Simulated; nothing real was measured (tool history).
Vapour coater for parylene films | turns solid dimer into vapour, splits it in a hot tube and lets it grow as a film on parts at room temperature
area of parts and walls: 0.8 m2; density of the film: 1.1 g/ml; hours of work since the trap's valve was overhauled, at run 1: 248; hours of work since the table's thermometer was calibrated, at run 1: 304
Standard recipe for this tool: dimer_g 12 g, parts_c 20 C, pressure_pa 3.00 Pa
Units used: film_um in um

run,hour,dimer_g,parts_c,pressure_pa,hours of work since the trap's valve was overhauled,hours of work since the table's thermometer was calibrated,film_um
1,0.0,12,20,3.00,248,304,6.82
2,21.8,5,20,3.00,258,313,2.88
3,56.5,12,20,3.00,273,329,6.77
4,84.6,10,20,3.00,286,341,5.63
5,115.9,10,20,3.00,299,355,5.51
6,153.2,10,20,3.00,316,371,5.53
7,181.7,10,20,3.00,328,384,5.53
8,213.0,10,20,3.00,342,398,5.54
9,245.8,12,20,3.00,357,412,6.64
10,276.2,12,20,3.00,370,425,6.54
# hour 291.1: trap's valve overhauled
11,299.8,12,20,3.00,4,434,6.44
12,340.6,12,16,3.00,22,452,7.44
13,375.8,12,16,3.00,37,467,7.39
# hour 407.7: trap's valve overhauled, once more
14,415.9,12,16,3.00,4,483,8.36
15,442.0,17,27,8.09,15,495,7.15
16,460.8,18,23,3.00,23,503,9.40
17,499.6,18,25,3.00,40,520,8.62
18,537.7,18,25,3.00,57,537,8.70
19,576.3,12,25,3.00,74,554,5.79
20,598.0,6,15,4.80,84,563,4.09
21,621.6,8,20,3.00,94,574,4.63
22,649.3,6,20,4.78,106,586,3.35

What will run 23 give?
23,691.9,21,19,3.00,125,605,?

film_um: 12.56 um
With no hidden state in the tool, this same run would have given film_um 13.21 um.

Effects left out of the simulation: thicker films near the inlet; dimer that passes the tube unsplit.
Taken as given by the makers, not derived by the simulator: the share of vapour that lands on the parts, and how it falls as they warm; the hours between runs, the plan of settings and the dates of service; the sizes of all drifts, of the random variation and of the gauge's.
